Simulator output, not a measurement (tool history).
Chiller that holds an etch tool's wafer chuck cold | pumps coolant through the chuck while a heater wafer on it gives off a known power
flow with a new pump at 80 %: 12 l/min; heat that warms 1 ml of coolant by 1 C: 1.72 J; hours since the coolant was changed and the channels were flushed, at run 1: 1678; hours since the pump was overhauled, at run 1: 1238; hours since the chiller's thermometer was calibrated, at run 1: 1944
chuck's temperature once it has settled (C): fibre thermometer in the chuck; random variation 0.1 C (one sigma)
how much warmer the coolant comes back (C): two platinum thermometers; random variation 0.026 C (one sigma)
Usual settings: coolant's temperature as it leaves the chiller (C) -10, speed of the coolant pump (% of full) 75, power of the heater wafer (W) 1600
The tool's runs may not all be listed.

run      day  coolant's temperature as it leaves the chiller (C)  speed of the coolant pump (% of full)  power of the heater wafer (W)  hours since the coolant was changed and the channels were flushed  hours since the pump was overhauled  hours since the chiller's thermometer was calibrated  chuck's temperature once it has settled (C)  how much warmer the coolant comes back (C)
  1    0.000                                                 -10                                     75                           1600                                                               1678                                 1238                                                  1944                                          2.5                                        4.92
  2    6.583                                                 -10                                     69                           1600                                                               1836                                 1396                                                  2102                                          3.3                                        5.38
  3   14.554                                                 -10                                     69                           1600                                                               2027                                 1587                                                  2294                                          3.2                                        5.37
      21.192  -- chiller's thermometer calibrated
  4   22.400                                                 -10                                     88                           1600                                                               2214                                 1775                                                    29                                          0.7                                        4.23
  5   29.046                                                 -10                                     75                           1180                                                               2374                                 1934                                                   189                                         -0.7                                        3.71
  6   35.625                                                 -10                                     75                           1180                                                               2532                                 2092                                                   346                                         -0.7                                        3.69
  7   41.396                                                 -10                                     75                           1358                                                               2670                                 2230                                                   485                                          0.5                                        4.25
  8   48.996                                                 -10                                     75                           1358                                                               2853                                 2413                                                   667                                          0.5                                        4.34
  9   52.979                                                  -2                                     75                           1600                                                               2948                                 2509                                                   763                                         10.4                                        5.06
 10   57.758                                                  -2                                     75                           1600                                                               3063                                 2623                                                   878                                         10.5                                        5.03
 11   62.721                                                 -10                                     75                           1299                                                               3182                                 2742                                                   997                                          0.4                                        4.16
 12   69.438                                                 -10                                     75                           1600                                                               3343                                 2904                                                  1158                                          2.4                                        5.12
 13   74.433                                                 -10                                     75                           1600                                                               3463                                 3023                                                  1278                                          2.4                                        5.11
 14   80.204                                                 -10                                     75                           1600                                                               3602                                 3162                                                  1416                                          2.4                                        5.13
 15   86.838                                                 -10                                     75                           1600                                                               3761                                 3321                                                  1576                                          2.3                                        5.10
 16   94.425                                                 -10                                     63                           1600                                                               3943                                 3503                                                  1758                                          4.5                                        6.03
 17   99.167                                                 -10                                     86                           1600                                                               4057                                 3617                                                  1871                                          1.0                                        4.55
 18  104.633                                                 -10                                     67                            967                                                               4188                                 3748                                                  2003                                         -1.6                                        3.55
 19  112.071                                                  -1                                     98                           2332                                                               4366                                 3927                                                  2181                                         13.3                                        5.80
 20  115.450                                                  -1                                     98                           2332                                                               4448                                 4008                                                  2262                                         13.4                                        5.78
 21  122.338                                                  -8                                     75                           1600                                                               4613                                 4173                                                  2427                                          4.4                                        5.16
     123.108  -- chiller's thermometer calibrated
 22  130.033                                                  -9                                     75                           1600                                                               4797                                 4357                                                   166                                          3.3                                        5.19
 23  133.650                                                 -15                                     62                           1600                                                               4883                                 4444                                                   253                                         -0.4                                        6.22
 24  138.512                                                 -15                                     62                           1600                                                               5000                                 4560                                                   370                                         -0.2                                        6.17
 25  145.258                                                 -15                                     62                           1600                                                               5162                                 4722                                                   532                                         -0.2                                        6.23
 26  152.838                                                 -15                                     62                           1600                                                               5344                                 4904                                                   714                                         -0.4                                        6.22
 27  157.196                                                 -18                                     75                           1539                                                               5448                                 5009                                                   818                                         -6.0                                        5.11

Run 28 comes next. What will it give?
 28  161.404                                                 -18                                     75                           1539                                                               5549                                 5110                                                   919                                            ?                                           ?

{"run 28": {"chuck's temperature once it has settled (C)": -6.2, "how much warmer the coolant comes back (C)": 5.12}}
Without the tool's hidden state the same run would have given chuck's temperature once it has settled (C) -6.2, how much warmer the coolant comes back (C) 4.79.
